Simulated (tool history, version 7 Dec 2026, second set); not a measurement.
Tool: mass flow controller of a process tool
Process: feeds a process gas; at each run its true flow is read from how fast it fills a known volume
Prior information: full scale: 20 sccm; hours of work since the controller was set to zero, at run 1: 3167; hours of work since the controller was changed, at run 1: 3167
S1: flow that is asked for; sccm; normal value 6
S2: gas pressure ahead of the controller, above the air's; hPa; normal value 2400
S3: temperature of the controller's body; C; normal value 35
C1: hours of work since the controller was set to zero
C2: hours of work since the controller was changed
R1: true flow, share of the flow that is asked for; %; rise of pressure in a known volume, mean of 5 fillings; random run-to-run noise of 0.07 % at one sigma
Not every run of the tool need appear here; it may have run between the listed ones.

| run | hour | S1 | S2 | S3 | C1 | C2 | R1 |
|---|---|---|---|---|---|---|---|
| 1 | 0.0 | 6 | 2400 | 35 | 3167 | 3167 | 98.13 |
| 2 | 98.1 | 6 | 1610 | 35 | 3241 | 3241 | 98.65 |
| 3 | 219.9 | 6 | 1620 | 35 | 3333 | 3333 | 98.62 |
| 4 | 318.7 | 6 | 1620 | 35 | 3407 | 3407 | 98.77 |
| 5 | 427.6 | 3 | 2400 | 35 | 3489 | 3489 | 97.87 |
| 6 | 488.9 | 3 | 2400 | 35 | 3535 | 3535 | 97.92 |
| 7 | 587.5 | 3 | 2400 | 35 | 3610 | 3610 | 98.07 |
| 8 | 714.6 | 16 | 2400 | 35 | 3705 | 3705 | 99.99 |
| 9 | 825.0 | 5 | 1700 | 29 | 3788 | 3788 | 98.68 |
| 10 | 921.2 | 16 | 1860 | 25 | 3861 | 3861 | 100.10 |
| 11 | 1021.5 | 2 | 2070 | 33 | 3936 | 3936 | 98.37 |
| 12 | 1142.8 | 6 | 2530 | 32 | 4028 | 4028 | 98.74 |
| 13 | 1221.5 | 6 | 2530 | 32 | 4087 | 4087 | 98.81 |
| 14 | 1317.4 | 3 | 2020 | 28 | 4159 | 4159 | 98.53 |
| 15 | 1379.0 | 3 | 2020 | 28 | 4205 | 4205 | 98.39 |
| 16 | 1487.3 | 12 | 2020 | 36 | 4287 | 4287 | 100.20 |

3 options for the next run, each taken on its own from the tool as it stands now. Forecast them:
| A | 1578.8 | 6 | 1810 | 33 | 4356 | 4356 | ? |
| B | 1578.8 | 17 | 2020 | 36 | 4356 | 4356 | ? |
| C | 1578.8 | 7 | 2020 | 25 | 4356 | 4356 | ? |

| run | R1 |
|---|---|
| A | 99.40 |
| B | 100.90 |
| C | 99.07 |
Take away the tool's hidden state, keep each run's random variation, and the runs would have read:
| run | R1 |
|---|---|
| A | 98.37 |
| B | 99.86 |
| C | 98.04 |
